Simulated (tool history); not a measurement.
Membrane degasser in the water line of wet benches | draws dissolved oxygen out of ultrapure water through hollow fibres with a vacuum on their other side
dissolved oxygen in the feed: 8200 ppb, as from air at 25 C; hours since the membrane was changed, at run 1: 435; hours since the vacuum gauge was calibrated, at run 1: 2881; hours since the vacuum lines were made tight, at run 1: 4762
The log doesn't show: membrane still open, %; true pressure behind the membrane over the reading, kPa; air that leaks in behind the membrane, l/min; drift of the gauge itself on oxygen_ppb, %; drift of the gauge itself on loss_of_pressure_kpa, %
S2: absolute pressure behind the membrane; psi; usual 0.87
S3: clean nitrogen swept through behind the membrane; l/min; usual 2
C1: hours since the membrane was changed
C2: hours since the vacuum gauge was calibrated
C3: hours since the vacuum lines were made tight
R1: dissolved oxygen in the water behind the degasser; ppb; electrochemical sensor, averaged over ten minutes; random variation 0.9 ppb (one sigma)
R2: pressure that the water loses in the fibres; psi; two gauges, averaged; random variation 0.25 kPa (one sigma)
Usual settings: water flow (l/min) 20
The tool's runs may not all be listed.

{"run": 1, "hour": 0.0, "water flow (l/min)": 20, "S2": 0.87, "S3": 2, "C1": 435, "C2": 2881, "C3": 4762, "R1": 90.5, "R2": 9.478}
{"run": 2, "hour": 28.3, "water flow (l/min)": 20, "S2": 0.87, "S3": 2, "C1": 464, "C2": 2909, "C3": 4790, "R1": 91.8, "R2": 9.481}
{"run": 3, "hour": 85.0, "water flow (l/min)": 20, "S2": 0.87, "S3": 2, "C1": 520, "C2": 2966, "C3": 4847, "R1": 92.2, "R2": 9.584}
{"run": 4, "hour": 132.7, "water flow (l/min)": 30, "S2": 0.87, "S3": 2, "C1": 568, "C2": 3013, "C3": 4895, "R1": 201.2, "R2": 14.269}
{"run": 5, "hour": 172.6, "water flow (l/min)": 27, "S2": 0.87, "S3": 2, "C1": 608, "C2": 3053, "C3": 4935, "R1": 163.1, "R2": 12.794}
{"run": 6, "hour": 227.8, "water flow (l/min)": 27, "S2": 0.87, "S3": 2, "C1": 663, "C2": 3109, "C3": 4990, "R1": 162, "R2": 12.792}
{"run": 7, "hour": 269.4, "water flow (l/min)": 27, "S2": 0.87, "S3": 2, "C1": 705, "C2": 3150, "C3": 5031, "R1": 163.1, "R2": 12.817}
{"run": 8, "hour": 335.0, "water flow (l/min)": 27, "S2": 0.87, "S3": 2, "C1": 770, "C2": 3216, "C3": 5097, "R1": 164.9, "R2": 12.672}
{"run": 9, "hour": 400.4, "water flow (l/min)": 27, "S2": 0.87, "S3": 2, "C1": 836, "C2": 3281, "C3": 5162, "R1": 165.7, "R2": 12.849}
{"run": 10, "hour": 432.3, "water flow (l/min)": 27, "S2": 0.87, "S3": 2, "C1": 868, "C2": 3313, "C3": 5194, "R1": 164.6, "R2": 12.826}
{"run": 11, "hour": 466.1, "water flow (l/min)": 27, "S2": 0.87, "S3": 2, "C1": 901, "C2": 3347, "C3": 5228, "R1": 162.8, "R2": 12.811}
{"run": 12, "hour": 519.6, "water flow (l/min)": 27, "S2": 0.87, "S3": 2, "C1": 955, "C2": 3400, "C3": 5281, "R1": 166.5, "R2": 12.814}
{"run": 13, "hour": 581.7, "water flow (l/min)": 27, "S2": 0.87, "S3": 2, "C1": 1017, "C2": 3463, "C3": 5344, "R1": 164.2, "R2": 12.872}
{"run": 14, "hour": 651.0, "water flow (l/min)": 27, "S2": 1.121, "S3": 2, "C1": 1086, "C2": 3532, "C3": 5413, "R1": 222, "R2": 12.811}
{"run": 15, "hour": 685.7, "water flow (l/min)": 27, "S2": 1.121, "S3": 2, "C1": 1121, "C2": 3566, "C3": 5448, "R1": 217.2, "R2": 12.866}
{"run": 16, "hour": 739.7, "water flow (l/min)": 27, "S2": 1.121, "S3": 2, "C1": 1175, "C2": 3621, "C3": 5502, "R1": 215.9, "R2": 12.795}
{"run": 17, "hour": 801.5, "water flow (l/min)": 27, "S2": 1.121, "S3": 2, "C1": 1237, "C2": 3682, "C3": 5563, "R1": 218.3, "R2": 12.856}
{"run": 18, "hour": 865.7, "water flow (l/min)": 17, "S2": 1.452, "S3": 0.86, "C1": 1301, "C2": 3747, "C3": 5628, "R1": 309.5, "R2": 8.038}
{"run": 19, "hour": 909.4, "water flow (l/min)": 17, "S2": 1.452, "S3": 0.86, "C1": 1345, "C2": 3790, "C3": 5671, "R1": 317.4, "R2": 8.039}
{"run": 20, "hour": 946.8, "water flow (l/min)": 21, "S2": 1.423, "S3": 0.86, "C1": 1382, "C2": 3828, "C3": 5709, "R1": 384.3, "R2": 10.032}
{"run": 21, "hour": 988.8, "water flow (l/min)": 27, "S2": 0.87, "S3": 2, "C1": 1424, "C2": 3870, "C3": 5751, "R1": 164.5, "R2": 12.863}
{"run": 22, "hour": 1049.5, "water flow (l/min)": 27, "S2": 0.87, "S3": 2, "C1": 1485, "C2": 3930, "C3": 5811, "R1": 168.4, "R2": 12.872}
{"run": 23, "hour": 1101.3, "water flow (l/min)": 27, "S2": 0.838, "S3": 1.68, "C1": 1537, "C2": 3982, "C3": 5863, "R1": 174.5, "R2": 12.82}
{"run": 24, "hour": 1169.6, "water flow (l/min)": 24, "S2": 1.526, "S3": 1.68, "C1": 1605, "C2": 4050, "C3": 5932, "R1": 288.4, "R2": 11.436}
{"run": 25, "hour": 1198.6, "water flow (l/min)": 26, "S2": 0.59, "S3": 1.34, "C1": 1634, "C2": 4079, "C3": 5960, "R1": 111.8, "R2": 12.405}
{"run": 26, "hour": 1269.0, "water flow (l/min)": 20, "S2": 0.541, "S3": 1.64, "C1": 1704, "C2": 4150, "C3": 6031, "R1": 44.1, "R2": 9.542}
{"run": 27, "hour": 1324.8, "water flow (l/min)": 15, "S2": 1.011, "S3": 3.06, "C1": 1760, "C2": 4206, "C3": 6087, "R1": 54.5, "R2": 7.142}
{"run": 28, "hour": 1384.4, "water flow (l/min)": 15, "S2": 0.76, "S3": 2.79, "C1": 1820, "C2": 4265, "C3": 6146, "R1": 36.1, "R2": 7.159}
{"run": 29, "hour": 1438.7, "water flow (l/min)": 18, "S2": 0.87, "S3": 0.88, "C1": 1874, "C2": 4320, "C3": 6201, "R1": 150.4, "R2": 8.541}
{"run": 30, "hour": 1478.4, "water flow (l/min)": 29, "S2": 1.666, "S3": 2.12, "C1": 1914, "C2": 4359, "C3": 6240, "R1": 353.3, "R2": 13.757}
{"run": 31, "hour": 1522.4, "water flow (l/min)": 29, "S2": 1.666, "S3": 2.12, "C1": 1958, "C2": 4403, "C3": 6284, "R1": 355.6, "R2": 13.883}
{"hour": 1556.0, "done": "vacuum gauge calibrated"}
{"run": 32, "hour": 1563.9, "water flow (l/min)": 29, "S2": 1.666, "S3": 2.12, "C1": 1999, "C2": 8, "C3": 6325, "R1": 343.8, "R2": 13.819}
{"run": 33, "hour": 1598.3, "water flow (l/min)": 15, "S2": 1.236, "S3": 2, "C1": 2033, "C2": 42, "C3": 6360, "R1": 102, "R2": 7.204}

Forecast each of these 3 alternatives for the next run:
{"run": "A", "hour": 1652.3, "water flow (l/min)": 14, "S2": 0.587, "S3": 1.35, "C1": 2087, "C2": 96, "C3": 6414, "R1": "?", "R2": "?"}
{"run": "B", "hour": 1652.3, "water flow (l/min)": 20, "S2": 1.919, "S3": 1.27, "C1": 2087, "C2": 96, "C3": 6414, "R1": "?", "R2": "?"}
{"run": "C", "hour": 1652.3, "water flow (l/min)": 21, "S2": 1.236, "S3": 2, "C1": 2087, "C2": 96, "C3": 6414, "R1": "?", "R2": "?"}

run=A R1=25 R2=6.673
run=B R1=373.7 R2=9.597
run=C R1=157 R2=10.093
Without the tool's hidden state the same runs would have given:
run=A R1=23.9 R2=6.601
run=B R1=366.6 R2=9.494
run=C R1=152.8 R2=9.984
